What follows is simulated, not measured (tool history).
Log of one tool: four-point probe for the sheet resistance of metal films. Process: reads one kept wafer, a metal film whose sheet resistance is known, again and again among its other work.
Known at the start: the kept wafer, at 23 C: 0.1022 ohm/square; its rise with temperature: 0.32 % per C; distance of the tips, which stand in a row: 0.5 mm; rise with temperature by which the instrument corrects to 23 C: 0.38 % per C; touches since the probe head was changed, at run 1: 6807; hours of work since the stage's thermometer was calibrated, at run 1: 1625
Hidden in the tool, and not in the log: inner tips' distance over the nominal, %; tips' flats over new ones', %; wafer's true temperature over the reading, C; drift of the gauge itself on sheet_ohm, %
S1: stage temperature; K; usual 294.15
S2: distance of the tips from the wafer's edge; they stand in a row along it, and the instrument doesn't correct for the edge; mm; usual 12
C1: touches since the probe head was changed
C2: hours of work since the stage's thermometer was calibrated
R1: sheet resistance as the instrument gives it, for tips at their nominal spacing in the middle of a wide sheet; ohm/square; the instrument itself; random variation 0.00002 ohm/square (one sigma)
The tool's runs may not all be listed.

run,day,S1,S2,C1,C2,R1
1,0,294.15,12,6807,1625,0.102428
2,0.433,294.15,12,7105,1632,0.102434
3,1.088,294.15,12,7555,1643,0.102457
4,1.671,294.15,12,7953,1653,0.102447
5,2.221,294.15,12,8334,1662,0.102478
6,2.783,294.15,12,8718,1671,0.102469
7,3.292,294.15,12,9068,1679,0.102417
8,3.988,301.15,12,9548,1690,0.102
9,4.579,298.15,12,9952,1700,0.102188
10,5.029,294.15,12,10262,1707,0.102469
11,5.729,294.15,12,10743,1719,0.102448
12,6.254,294.15,12,11103,1727,0.102426
13,6.692,294.15,12,11403,1734,0.102428
14,7.362,293.15,55,11866,1745,0.102452
15,7.812,302.15,5,12173,1753,0.102399
16,8.3,306.15,60,12510,1761,0.101624
17,8.875,294.15,21,12905,1770,0.10238
18,9.246,304.15,21,13160,1776,0.101784
19,9.625,296.15,12,13420,1782,0.102355
20,10.129,299.15,12,13766,1790,0.102145
21,10.588,301.15,52,14081,1798,0.101942
22,11.146,301.15,52,14465,1807,0.101981
23,11.746,302.15,12,14877,1817,0.101946
24,12.058,294.15,6,15092,1822,0.102765
25,12.446,297.15,63,15359,1828,0.102194

Some steps in R1 between neighbouring runs. How much of each would the tool show without its hidden state too (settings, what came in, random variation), and how much is left for the hidden state, with any gauge scatter that isn't in both results?
Run 15 -> 16: S1 302.15 -> 306.15, S2 5 -> 60. R1 -0.000775 ohm/square: hidden state +0, all else -0.000775.
Run 16 -> 17: S1 306.15 -> 294.15, S2 60 -> 21. R1 +0.000756 ohm/square: hidden state +0.000007, all else +0.000749.
Run 18 -> 19: S1 304.15 -> 296.15, S2 21 -> 12. R1 +0.000571 ohm/square: hidden state +0.000006, all else +0.000565.
Run 23 -> 24: S1 302.15 -> 294.15, S2 12 -> 6. R1 +0.000819 ohm/square: hidden state +0.000005, all else +0.000814.
